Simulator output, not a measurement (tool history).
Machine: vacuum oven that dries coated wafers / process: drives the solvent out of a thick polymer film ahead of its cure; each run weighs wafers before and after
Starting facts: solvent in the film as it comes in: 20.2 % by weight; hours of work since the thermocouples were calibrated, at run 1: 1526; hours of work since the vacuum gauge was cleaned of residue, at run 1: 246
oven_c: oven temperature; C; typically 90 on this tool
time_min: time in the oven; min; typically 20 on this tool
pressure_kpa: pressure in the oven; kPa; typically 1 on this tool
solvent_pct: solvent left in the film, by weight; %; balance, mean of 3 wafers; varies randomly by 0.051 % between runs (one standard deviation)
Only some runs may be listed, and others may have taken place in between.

run	day	oven_c	time_min	pressure_kpa	hours of work since the thermocouples were calibrated	hours of work since the vacuum gauge was cleaned of residue	solvent_pct
1	0	90	20	1	1526	246	1.57
# day 2.05: oven's thermocouples calibrated
2	2.425	90	20	1	5	280	1.53
3	7.054	90	20	1	72	346	1.63
4	10.146	90	15	1	117	391	2.76
# day 11.55: oven's thermocouples calibrated, once more
5	14.312	90	15	1	40	450	2.12
6	18.308	90	34	1	98	508	0.43
7	20.354	90	31	1	127	537	0.57
8	23.538	90	31	1	173	583	0.45
9	25.471	90	31	1	201	611	0.5
10	29.675	90	31	1.18	262	672	0.55
11	31.954	93	20	1	295	705	0.94
12	34.483	93	20	1	331	741	0.94
13	38.667	93	20	1	391	802	0.97
14	41.796	90	20	2.55	437	847	1.7
15	44.942	90	20	2.55	482	892	1.71
16	49.258	90	20	2.55	544	954	1.83
17	53.821	90	20	2.55	610	1020	1.75
18	57.833	89	20	1	668	1078	1.46
19	60.325	104	13	1.04	704	1114	0.9
20	65.046	76	20	1.2	772	1182	4.2
21	67.642	90	20	2.07	810	1220	1.63
22	71.062	90	13	2.71	859	1269	3.48
23	75.779	90	13	2.71	927	1337	3.61
24	79.242	86	10	0.75	977	1387	5.46
25	83.788	91	20	1.63	1043	1453	1.44
26	86.583	91	20	1.63	1083	1493	1.52
27	90.358	84	11	3.19	1138	1548	6.1
28	92.562	89	22	1.6	1170	1580	1.57
29	95.7	103	23	1	1215	1625	0.35
30	99.921	103	23	1	1276	1686	0.29
31	103.067	103	23	1	1321	1731	0.29
32	106.942	83	32	1	1377	1787	1.22
33	110.367	103	20	1	1427	1837	0.48
34	112.846	103	26	1	1462	1872	0.34
35	117.342	103	26	1	1527	1937	0.34

Branching from run 35: 4 alternative next runs. What would each branch give?
# day 119.083: oven's thermocouples calibrated
A	120.233	103	26	0.84	17	1978	?
# day 119.083: oven's thermocouples calibrated
B	120.233	78	15	1	17	1978	?
# day 119.083: oven's thermocouples calibrated
C	120.233	90	19	1.4	17	1978	?
# day 119.083: oven's thermocouples calibrated
D	120.233	103	26	2.15	17	1978	?

run	solvent_pct
A	0.21
B	4.69
C	1.45
D	0.45
With the hidden condition removed and each run's random variation left untouched, the same runs would have given:
run	solvent_pct
A	0.14
B	4.62
C	1.37
D	0.38
